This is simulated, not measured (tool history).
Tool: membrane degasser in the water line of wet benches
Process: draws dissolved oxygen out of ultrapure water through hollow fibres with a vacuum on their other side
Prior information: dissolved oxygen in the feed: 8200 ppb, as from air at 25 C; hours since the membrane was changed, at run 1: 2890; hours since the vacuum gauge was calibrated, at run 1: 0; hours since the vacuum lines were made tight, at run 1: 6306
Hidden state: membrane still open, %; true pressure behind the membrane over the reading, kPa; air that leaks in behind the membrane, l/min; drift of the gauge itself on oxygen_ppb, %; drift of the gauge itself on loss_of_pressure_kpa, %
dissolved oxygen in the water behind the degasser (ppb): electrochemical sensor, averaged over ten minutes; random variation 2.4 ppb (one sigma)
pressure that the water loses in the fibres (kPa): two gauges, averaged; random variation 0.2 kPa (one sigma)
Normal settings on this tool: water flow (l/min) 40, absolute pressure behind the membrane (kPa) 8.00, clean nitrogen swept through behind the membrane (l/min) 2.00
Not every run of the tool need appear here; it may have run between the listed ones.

run	day	water flow (l/min)	absolute pressure behind the membrane (kPa)	clean nitrogen swept through behind the membrane (l/min)	hours since the membrane was changed	hours since the vacuum gauge was calibrated	hours since the vacuum lines were made tight	dissolved oxygen in the water behind the degasser (ppb)	pressure that the water loses in the fibres (kPa)
1	0.000	40	8.00	2.00	2890	0	6306	275.8	43.50
2	3.612	40	8.00	2.00	2977	87	6393	275.7	43.69
3	6.904	40	8.00	2.00	3056	166	6472	271.3	43.67
4	11.629	40	8.00	2.00	3169	279	6585	279.3	44.21
5	14.329	40	7.07	2.00	3234	344	6650	239.2	43.70
6	19.983	40	7.07	2.00	3370	480	6785	240.2	43.87
7	25.346	40	8.00	1.57	3499	608	6914	320.1	43.73
8	29.458	40	8.00	2.00	3597	707	7013	279.1	43.58
9	34.954	40	8.00	2.00	3729	839	7145	281.0	44.03
# day 35.538: vacuum gauge calibrated
10	41.138	40	8.00	5.30	3877	134	7293	154.4	44.12
11	45.096	40	8.00	2.00	3972	229	7388	281.0	44.07
12	49.962	40	8.00	2.00	4089	346	7504	282.4	44.05
# day 51.171: seals of the vacuum lines changed
13	52.742	40	8.00	2.00	4154	411	38	281.6	43.80
14	55.433	40	8.00	2.00	4218	475	102	280.0	43.61
15	61.371	58	8.00	2.00	4361	618	245	441.9	63.91
16	64.392	40	8.00	2.00	4433	691	317	280.8	43.81
17	67.504	40	8.00	2.00	4508	765	392	281.6	44.32
# day 71.683: vacuum gauge calibrated, once more
18	73.704	31	17.61	3.56	4656	48	540	320.7	34.18
19	77.879	61	10.91	1.00	4757	149	641	946.4	67.47
20	83.629	61	18.22	4.72	4895	287	779	577.6	67.61
21	89.162	29	7.38	2.00	5027	419	911	166.2	32.43
22	94.408	40	8.77	1.14	5153	545	1037	458.0	44.42
23	98.788	40	8.77	1.14	5258	650	1142	453.8	44.45
24	103.733	40	8.77	1.14	5377	769	1261	462.6	44.34
25	107.683	40	5.38	2.06	5472	864	1356	166.0	44.42
26	110.238	46	8.00	4.17	5533	925	1417	216.6	50.75
27	113.100	46	6.99	3.14	5602	994	1486	222.6	51.22
28	118.062	46	6.99	3.14	5721	1113	1605	223.2	50.90
29	121.612	46	6.99	3.14	5806	1198	1690	226.3	51.24
30	125.029	46	6.99	3.14	5888	1280	1772	224.8	51.10
31	127.817	46	6.99	3.14	5955	1347	1839	224.3	51.24

Branching from run 31: 4 alternative next runs. What would each branch give?
A	133.867	31	4.87	2.88	6100	1492	1984	?	?
B	133.867	40	8.00	0.95	6100	1492	1984	?	?
C	133.867	46	6.99	0.83	6100	1492	1984	?	?
D	133.867	52	12.21	3.22	6100	1492	1984	?	?

run	dissolved oxygen in the water behind the degasser (ppb)	pressure that the water loses in the fibres (kPa)
A	81.6	34.67
B	469.2	44.44
C	483.5	51.45
D	450.8	58.09
The same runs, with their run-to-run variation unchanged, on a tool lacking any hidden condition would have given:
run	dissolved oxygen in the water behind the degasser (ppb)	pressure that the water loses in the fibres (kPa)
A	70.1	33.18
B	445.3	42.51
C	453.8	49.23
D	424.2	55.59

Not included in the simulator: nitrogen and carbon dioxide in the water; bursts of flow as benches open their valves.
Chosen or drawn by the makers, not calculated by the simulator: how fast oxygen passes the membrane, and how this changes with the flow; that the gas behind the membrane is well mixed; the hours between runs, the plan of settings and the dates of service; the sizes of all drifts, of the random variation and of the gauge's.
